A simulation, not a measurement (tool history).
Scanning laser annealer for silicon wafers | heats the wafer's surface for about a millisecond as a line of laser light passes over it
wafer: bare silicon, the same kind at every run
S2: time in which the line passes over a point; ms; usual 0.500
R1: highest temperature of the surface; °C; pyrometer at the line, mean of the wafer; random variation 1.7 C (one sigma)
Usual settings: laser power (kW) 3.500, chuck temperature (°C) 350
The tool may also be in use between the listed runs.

{"run": 1, "hour": 0.0, "laser power (kW)": 3.5, "S2": 0.5, "chuck temperature (°C)": 350, "R1": 1121}
{"run": 2, "hour": 12.4, "laser power (kW)": 3.5, "S2": 0.5, "chuck temperature (°C)": 350, "R1": 1119}
{"run": 3, "hour": 23.6, "laser power (kW)": 3.5, "S2": 0.5, "chuck temperature (°C)": 350, "R1": 1121}
{"run": 4, "hour": 33.7, "laser power (kW)": 3.5, "S2": 0.5, "chuck temperature (°C)": 350, "R1": 1122}
{"run": 5, "hour": 41.6, "laser power (kW)": 3.5, "S2": 0.5, "chuck temperature (°C)": 350, "R1": 1121}
{"run": 6, "hour": 51.4, "laser power (kW)": 3.5, "S2": 0.5, "chuck temperature (°C)": 350, "R1": 1118}
{"run": 7, "hour": 57.7, "laser power (kW)": 3.5, "S2": 0.5, "chuck temperature (°C)": 375, "R1": 1145}
{"run": 8, "hour": 67.5, "laser power (kW)": 3.5, "S2": 0.5, "chuck temperature (°C)": 375, "R1": 1142}
{"run": 9, "hour": 76.8, "laser power (kW)": 3.5, "S2": 0.5, "chuck temperature (°C)": 375, "R1": 1142}
{"run": 10, "hour": 89.1, "laser power (kW)": 3.5, "S2": 0.5, "chuck temperature (°C)": 350, "R1": 1122}
{"run": 11, "hour": 101.6, "laser power (kW)": 3.5, "S2": 0.5, "chuck temperature (°C)": 350, "R1": 1116}
{"run": 12, "hour": 107.1, "laser power (kW)": 3.5, "S2": 0.5, "chuck temperature (°C)": 350, "R1": 1115}
{"run": 13, "hour": 120.5, "laser power (kW)": 3.5, "S2": 0.5, "chuck temperature (°C)": 350, "R1": 1115}
{"run": 14, "hour": 127.6, "laser power (kW)": 3.5, "S2": 0.5, "chuck temperature (°C)": 350, "R1": 1115}
{"run": 15, "hour": 137.8, "laser power (kW)": 3.5, "S2": 0.5, "chuck temperature (°C)": 350, "R1": 1116}
{"run": 16, "hour": 144.4, "laser power (kW)": 3.5, "S2": 0.5, "chuck temperature (°C)": 350, "R1": 1115}
{"run": 17, "hour": 157.4, "laser power (kW)": 3.5, "S2": 0.5, "chuck temperature (°C)": 350, "R1": 1118}
{"run": 18, "hour": 169.6, "laser power (kW)": 3.5, "S2": 0.5, "chuck temperature (°C)": 350, "R1": 1115}
{"run": 19, "hour": 180.2, "laser power (kW)": 3.5, "S2": 0.5, "chuck temperature (°C)": 326, "R1": 1084}
{"run": 20, "hour": 189.4, "laser power (kW)": 3.5, "S2": 0.5, "chuck temperature (°C)": 326, "R1": 1086}
{"run": 21, "hour": 197.1, "laser power (kW)": 3.5, "S2": 0.5, "chuck temperature (°C)": 350, "R1": 1110}
{"run": 22, "hour": 210.2, "laser power (kW)": 3.451, "S2": 0.467, "chuck temperature (°C)": 336, "R1": 1065}
{"run": 23, "hour": 222.3, "laser power (kW)": 3.306, "S2": 0.462, "chuck temperature (°C)": 350, "R1": 1062}
{"run": 24, "hour": 231.9, "laser power (kW)": 3.212, "S2": 0.5, "chuck temperature (°C)": 350, "R1": 1066}
{"run": 25, "hour": 240.0, "laser power (kW)": 3.212, "S2": 0.5, "chuck temperature (°C)": 350, "R1": 1068}
{"run": 26, "hour": 247.5, "laser power (kW)": 3.212, "S2": 0.422, "chuck temperature (°C)": 321, "R1": 988}
{"run": 27, "hour": 258.3, "laser power (kW)": 3.212, "S2": 0.422, "chuck temperature (°C)": 321, "R1": 989}
{"run": 28, "hour": 264.4, "laser power (kW)": 3.212, "S2": 0.422, "chuck temperature (°C)": 321, "R1": 985}
{"run": 29, "hour": 270.2, "laser power (kW)": 3.435, "S2": 0.5, "chuck temperature (°C)": 350, "R1": 1106}
{"run": 30, "hour": 276.3, "laser power (kW)": 3.77, "S2": 0.482, "chuck temperature (°C)": 331, "R1": 1145}
{"run": 31, "hour": 286.7, "laser power (kW)": 3.027, "S2": 0.5, "chuck temperature (°C)": 350, "R1": 1026}
{"run": 32, "hour": 294.1, "laser power (kW)": 3.027, "S2": 0.5, "chuck temperature (°C)": 333, "R1": 1008}
{"run": 33, "hour": 299.7, "laser power (kW)": 3.027, "S2": 0.5, "chuck temperature (°C)": 333, "R1": 1011}
{"run": 34, "hour": 309.4, "laser power (kW)": 3.512, "S2": 0.362, "chuck temperature (°C)": 389, "R1": 1064}
{"run": 35, "hour": 315.7, "laser power (kW)": 3.512, "S2": 0.362, "chuck temperature (°C)": 389, "R1": 1063}
{"run": 36, "hour": 323.1, "laser power (kW)": 3.512, "S2": 0.362, "chuck temperature (°C)": 389, "R1": 1062}
{"run": 37, "hour": 330.1, "laser power (kW)": 3.512, "S2": 0.362, "chuck temperature (°C)": 389, "R1": 1062}
{"run": 38, "hour": 343.0, "laser power (kW)": 3.595, "S2": 0.362, "chuck temperature (°C)": 333, "R1": 1026}
{"run": 39, "hour": 352.5, "laser power (kW)": 3.5, "S2": 0.597, "chuck temperature (°C)": 350, "R1": 1180}
{"run": 40, "hour": 358.8, "laser power (kW)": 3.671, "S2": 0.443, "chuck temperature (°C)": 350, "R1": 1112}
{"run": 41, "hour": 364.4, "laser power (kW)": 3.671, "S2": 0.443, "chuck temperature (°C)": 350, "R1": 1116}

Taken out of this log: 2 entries between the listed runs. Where each belongs, and how the hidden state differs across it:
Between runs 18 and 19: window over the wafer cleaned (hour 172.3)
  light that passes the window, % of a clean one's: 98.17 -> 97.4; width of the line over the set one, %: 2.03 -> 2.05
  measured less the result without the state, R1: -17 -> -23 °C
Between runs 22 and 23: window over the wafer cleaned, once more (hour 217.2)
  light that passes the window, % of a clean one's: 97.31 -> 99.46; laser's true power over the reading, %: 0.5 -> 0.51; width of the line over the set one, %: 2.14 -> 2.16
  measured less the result without the state, R1: -23 -> -7 °C
